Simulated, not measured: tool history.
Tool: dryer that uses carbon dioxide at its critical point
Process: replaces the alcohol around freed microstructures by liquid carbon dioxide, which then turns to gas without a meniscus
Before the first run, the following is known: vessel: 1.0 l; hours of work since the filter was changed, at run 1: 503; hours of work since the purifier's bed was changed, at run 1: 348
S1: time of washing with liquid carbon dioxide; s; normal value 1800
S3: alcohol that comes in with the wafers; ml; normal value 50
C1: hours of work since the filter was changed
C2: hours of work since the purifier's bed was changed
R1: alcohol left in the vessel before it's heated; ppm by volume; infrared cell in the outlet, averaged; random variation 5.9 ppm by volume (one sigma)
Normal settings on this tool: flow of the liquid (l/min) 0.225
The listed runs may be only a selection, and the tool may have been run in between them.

run 1 day=0.000 | S1=1800 flow_of_the_liquid_(l/min)=0.225 S3=50 | C1=503 C2=348 | R1=595
run 2 day=0.579 | S1=1800 flow_of_the_liquid_(l/min)=0.225 S3=40 | C1=510 C2=355 | R1=499
run 3 day=1.638 | S1=1800 flow_of_the_liquid_(l/min)=0.225 S3=40 | C1=524 C2=369 | R1=514
run 4 day=2.579 | S1=1800 flow_of_the_liquid_(l/min)=0.225 S3=33 | C1=536 C2=380 | R1=441
run 5 day=3.679 | S1=1800 flow_of_the_liquid_(l/min)=0.225 S3=33 | C1=549 C2=394 | R1=464
-- day=4.692 inlet filter changed
run 6 day=4.850 | S1=1800 flow_of_the_liquid_(l/min)=0.211 S3=50 | C1=2 C2=408 | R1=389
run 7 day=5.421 | S1=1800 flow_of_the_liquid_(l/min)=0.211 S3=50 | C1=9 C2=416 | R1=377
run 8 day=6.533 | S1=1800 flow_of_the_liquid_(l/min)=0.171 S3=50 | C1=23 C2=429 | R1=846
run 9 day=7.492 | S1=2280 flow_of_the_liquid_(l/min)=0.225 S3=50 | C1=35 C2=441 | R1=152
run 10 day=8.488 | S1=2280 flow_of_the_liquid_(l/min)=0.225 S3=50 | C1=48 C2=454 | R1=156
run 11 day=9.008 | S1=1800 flow_of_the_liquid_(l/min)=0.179 S3=50 | C1=54 C2=460 | R1=758
run 12 day=9.833 | S1=1800 flow_of_the_liquid_(l/min)=0.335 S3=54 | C1=64 C2=471 | R1=133
run 13 day=10.500 | S1=1800 flow_of_the_liquid_(l/min)=0.313 S3=36 | C1=73 C2=479 | R1=127
run 14 day=11.454 | S1=1800 flow_of_the_liquid_(l/min)=0.185 S3=36 | C1=85 C2=491 | R1=531
run 15 day=12.112 | S1=1860 flow_of_the_liquid_(l/min)=0.143 S3=103 | C1=93 C2=499 | R1=3031
run 16 day=13.129 | S1=1860 flow_of_the_liquid_(l/min)=0.143 S3=103 | C1=106 C2=512 | R1=3142
run 17 day=14.121 | S1=1500 flow_of_the_liquid_(l/min)=0.225 S3=111 | C1=118 C2=525 | R1=1452
run 18 day=15.162 | S1=1680 flow_of_the_liquid_(l/min)=0.282 S3=65 | C1=131 C2=538 | R1=263
run 19 day=16.250 | S1=1680 flow_of_the_liquid_(l/min)=0.282 S3=65 | C1=145 C2=551 | R1=269

Alternative continuations, all from the tool just after run 19; predict every row:
run A day=17.050 | S1=1680 flow_of_the_liquid_(l/min)=0.282 S3=52 | C1=155 C2=561 | R1=?
run B day=17.050 | S1=1440 flow_of_the_liquid_(l/min)=0.354 S3=35 | C1=155 C2=561 | R1=?
run C day=17.050 | S1=2160 flow_of_the_liquid_(l/min)=0.282 S3=111 | C1=155 C2=561 | R1=?
run D day=17.050 | S1=1680 flow_of_the_liquid_(l/min)=0.351 S3=65 | C1=155 C2=561 | R1=?
run E day=17.050 | S1=1860 flow_of_the_liquid_(l/min)=0.156 S3=57 | C1=155 C2=561 | R1=?

run=A R1=249
run=B R1=188
run=C R1=163
run=D R1=152
run=E R1=1429
With the hidden condition removed and each run's random variation left untouched, the same runs would have given:
run=A R1=96
run=B R1=52
run=C R1=28
run=D R1=20
run=E R1=1075

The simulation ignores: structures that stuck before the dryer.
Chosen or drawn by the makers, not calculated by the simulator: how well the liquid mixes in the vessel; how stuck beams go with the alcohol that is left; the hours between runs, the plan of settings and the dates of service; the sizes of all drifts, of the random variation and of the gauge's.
